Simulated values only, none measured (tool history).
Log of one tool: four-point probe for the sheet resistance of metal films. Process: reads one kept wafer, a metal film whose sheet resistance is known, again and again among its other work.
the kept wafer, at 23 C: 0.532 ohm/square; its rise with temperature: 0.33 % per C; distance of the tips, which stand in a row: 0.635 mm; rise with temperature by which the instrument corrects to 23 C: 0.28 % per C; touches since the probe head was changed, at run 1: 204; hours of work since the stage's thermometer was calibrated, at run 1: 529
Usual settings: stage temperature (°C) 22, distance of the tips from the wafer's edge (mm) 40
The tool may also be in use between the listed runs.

run,hour,stage temperature (°C),distance of the tips from the wafer's edge (mm),touches since the probe head was changed,hours of work since the stage's thermometer was calibrated,sheet resistance as the instrument gives it (ohm/square)
1,0,22,40,204,529,0.528864
2,18.3,22,40,724,536,0.52894
3,40,22,54,1340,545,0.528913
4,57.5,22,54,1838,552,0.528932
5,88.2,22,54,2710,564,0.528867
6,112.3,22,54,3394,574,0.528892
7,134.6,23,40,4027,583,0.529248
8,155.6,23,40,4624,591,0.529141
9,181.6,21,40,5362,602,0.528582
10,198.5,21,40,5842,608,0.528553
11,213.8,21,40,6275,614,0.528635
12,244.9,21,40,7161,627,0.528644
13,265,21,40,7729,635,0.528807
14,279,22,40,8129,641,0.52911
15,299.3,24,40,8704,649,0.529452
16,322.9,24,40,9375,658,0.529284
17,353.2,24,40,10236,670,0.529465
18,367.8,24,40,10649,676,0.529441
19,392.8,22,11,11360,686,0.529807
20,416.8,22,31,12041,696,0.528967
21,430,23,40,12417,701,0.528996
22,456.9,30,40,13181,712,0.530761
23,486,22,40,14008,723,0.528897
24,498.9,27,8,14373,729,0.531774
25,524.4,27,8,15099,739,0.531685
26,540.5,27,8,15555,745,0.531906
27,559.4,27,8,16093,753,0.531731
28,587.2,27,8,16881,764,0.531738
29,618.3,26,45,17766,776,0.529987
30,638.2,26,45,18329,784,0.529841
31,668.9,26,45,19203,797,0.529764
32,685.5,33,43,19674,803,0.531289
33,704,24,15,20200,811,0.529645
34,733.6,25,17,21039,823,0.529747
35,749.6,19,7,21495,829,0.530105
36,767.7,19,7,22007,836,0.530379
37,781.2,21,7,22391,842,0.530841
38,803.4,21,7,23022,851,0.530716
39,832.2,21,7,23840,862,0.530931
40,847.4,34,65,24270,868,0.531544
41,860.1,34,65,24633,873,0.531514
42,878.4,34,65,25152,881,0.531619
43,900.3,24,4,25773,889,0.536237
44,924.6,21,3,26465,899,0.540712
45,955.9,27,9,27352,912,0.531094

4 ways to go on from here, each from the tool as it stands after run 45. What would each give?
A,983.1,19,26,28125,922,?
B,983.1,20,7,28125,922,?
C,983.1,22,60,28125,922,?
D,983.1,22,6,28125,922,?

run,sheet resistance as the instrument gives it (ohm/square)
A,0.528237
B,0.530383
C,0.528596
D,0.53175
Without the tool's hidden state the same runs would have given:
run,sheet resistance as the instrument gives it (ohm/square)
A,0.5314
B,0.533557
C,0.531759
D,0.53493
